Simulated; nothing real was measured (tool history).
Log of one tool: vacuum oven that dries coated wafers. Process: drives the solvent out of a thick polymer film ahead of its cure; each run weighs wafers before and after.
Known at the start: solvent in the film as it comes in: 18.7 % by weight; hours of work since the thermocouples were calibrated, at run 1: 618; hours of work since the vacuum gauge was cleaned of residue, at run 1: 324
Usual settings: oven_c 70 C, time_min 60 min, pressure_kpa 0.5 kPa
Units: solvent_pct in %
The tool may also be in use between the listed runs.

run	hour	oven_c	time_min	pressure_kpa	hours of work since the thermocouples were calibrated	hours of work since the vacuum gauge was cleaned of residue	solvent_pct
1	0	70	60	0.5	618	324	2.06
2	96.7	75	60	0.5	683	389	1.28
3	187.3	75	60	0.5	745	451	1.29
4	254.9	82	60	0.5	790	496	0.6
5	349.3	82	36	0.5	854	560	1.92
6	407.5	82	36	0.5	894	600	1.91
7	491.4	69	60	0.5	951	657	2.24
8	578.5	70	60	0.584	1010	716	2.11
9	635.5	70	60	0.584	1048	754	2.1
10	708.7	70	60	0.584	1098	804	2.09
11	803.3	70	59	0.584	1162	868	2.15
12	883.5	70	60	0.5	1216	922	2.02
13	944.6	61	55	0.967	1257	963	4.7
14	1013	71	60	1.629	1304	1010	2.27
# hour 1095.3: oven's thermocouples calibrated
15	1107.3	62	56	0.5	8	1072	4.47
16	1195.7	70	50	1.215	68	1132	3.31
17	1238.7	70	50	1.215	97	1161	3.3
18	1312.1	74	48	0.5	147	1211	2.41
19	1369.3	70	60	1.964	186	1250	2.84
20	1409.3	70	60	1.964	213	1277	2.85
21	1465.2	70	36	1.964	250	1315	5.16
22	1542.4	78	34	1.175	303	1367	3.28
23	1594.1	78	34	1.175	338	1402	3.26
24	1657.6	70	38	0.673	381	1445	4.44

4 ways to go on from here, each from the tool as it stands after run 24. What would each give?
A	1721.4	68	38	1.034	424	1488	?
B	1721.4	70	38	1.283	424	1488	?
C	1721.4	70	60	0.47	424	1488	?
D	1721.4	83	88	1.756	424	1488	?

run	solvent_pct
A	5.09
B	4.64
C	2.26
D	0.66
Without the tool's hidden state the same runs would have given:
run	solvent_pct
A	4.99
B	4.54
C	2.1
D	0.51

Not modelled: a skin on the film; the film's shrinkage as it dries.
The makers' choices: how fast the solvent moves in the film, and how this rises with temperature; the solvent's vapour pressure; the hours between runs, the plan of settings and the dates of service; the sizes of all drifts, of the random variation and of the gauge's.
